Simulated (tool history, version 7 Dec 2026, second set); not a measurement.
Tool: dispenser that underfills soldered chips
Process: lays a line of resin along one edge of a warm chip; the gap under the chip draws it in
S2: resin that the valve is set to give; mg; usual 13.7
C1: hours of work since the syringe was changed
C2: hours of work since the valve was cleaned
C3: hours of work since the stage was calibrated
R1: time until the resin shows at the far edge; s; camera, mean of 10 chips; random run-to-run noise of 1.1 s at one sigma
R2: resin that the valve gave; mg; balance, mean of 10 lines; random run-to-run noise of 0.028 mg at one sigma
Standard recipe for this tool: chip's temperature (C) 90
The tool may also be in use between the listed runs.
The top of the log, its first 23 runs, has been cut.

At hour 173.1: new syringe of resin.
Run 24, hour 176.1: usual settings but chip's temperature (C) 77; C1 2; C2 31; C3 155. Result: R1 165.5 s, R2 13.55 mg.
At hour 182.7: new syringe of resin.
Run 25, hour 186: usual settings but chip's temperature (C) 77; C1 2; C2 39; C3 162. Result: R1 178.7 s, R2 13.53 mg.
At hour 192.3: new syringe of resin.
Run 26, hour 193.4: usual settings but chip's temperature (C) 99, S2 13.8 mg; C1 1; C2 44; C3 168. Result: R1 82.6 s, R2 13.51 mg.
Run 27, hour 199.6: usual settings but chip's temperature (C) 99, S2 13.8 mg; C1 5; C2 48; C3 172. Result: R1 116.9 s, R2 13.53 mg.
At hour 202.1: new syringe of resin.
Run 28, hour 206.4: usual settings but chip's temperature (C) 99, S2 13.8 mg; C1 3; C2 53; C3 177. Result: R1 99.6 s, R2 13.52 mg.
At hour 211.3: new syringe of resin.
Run 29, hour 214.6: usual settings but chip's temperature (C) 82, S2 12.4 mg; C1 2; C2 59; C3 183. Result: R1 154.2 s, R2 12.11 mg.
At hour 221.1: new syringe of resin.
Run 30, hour 221.5: usual settings but chip's temperature (C) 86, S2 16.1 mg; C1 0; C2 64; C3 188. Result: R1 114.2 s, R2 15.77 mg.
Run 31, hour 227.8: usual settings but chip's temperature (C) 102, S2 15.1 mg; C1 5; C2 68; C3 192. Result: R1 104.3 s, R2 14.71 mg.
At hour 230.2: new syringe of resin.
Run 32, hour 232.6: usual settings but chip's temperature (C) 83, S2 12.6 mg; C1 2; C2 72; C3 195. Result: R1 140.7 s, R2 12.2 mg.
Run 33, hour 236.7: usual settings but chip's temperature (C) 79, S2 12.8 mg; C1 5; C2 75; C3 198. Result: R1 202.1 s, R2 12.44 mg.
At hour 239.6: new syringe of resin.
Run 34, hour 242.2: usual settings but S2 15.9 mg; C1 2; C2 78; C3 202. Result: R1 114 s, R2 15.4 mg.

Each row is a separate what-if for the run after 34, all from the same tool condition, not one after another. Results?
Run A, hour 246.8: usual settings but chip's temperature (C) 80, S2 11.9 mg; C1 5; C2 82; C3 206. Result: R1 ?, R2 ?.
Run B, hour 246.8: usual settings but S2 12.2 mg; C1 5; C2 82; C3 206. Result: R1 ?, R2 ?.
Run C, hour 246.8: usual settings but chip's temperature (C) 79, S2 13 mg; C1 5; C2 82; C3 206. Result: R1 ?, R2 ?.
Run D, hour 246.8: usual settings but chip's temperature (C) 96, S2 16.6 mg; C1 5; C2 82; C3 206. Result: R1 ?, R2 ?.

run     R1     R2
  A    203  11.54
  B  149.3  11.81
  C    203  12.59
  D  123.5  16.03
Take away the tool's hidden state, keep each run's random variation, and the runs would have read:
run     R1     R2
  A  138.7  11.91
  B  102.2  12.19
  C  139.1  12.99
  D   84.7  16.54
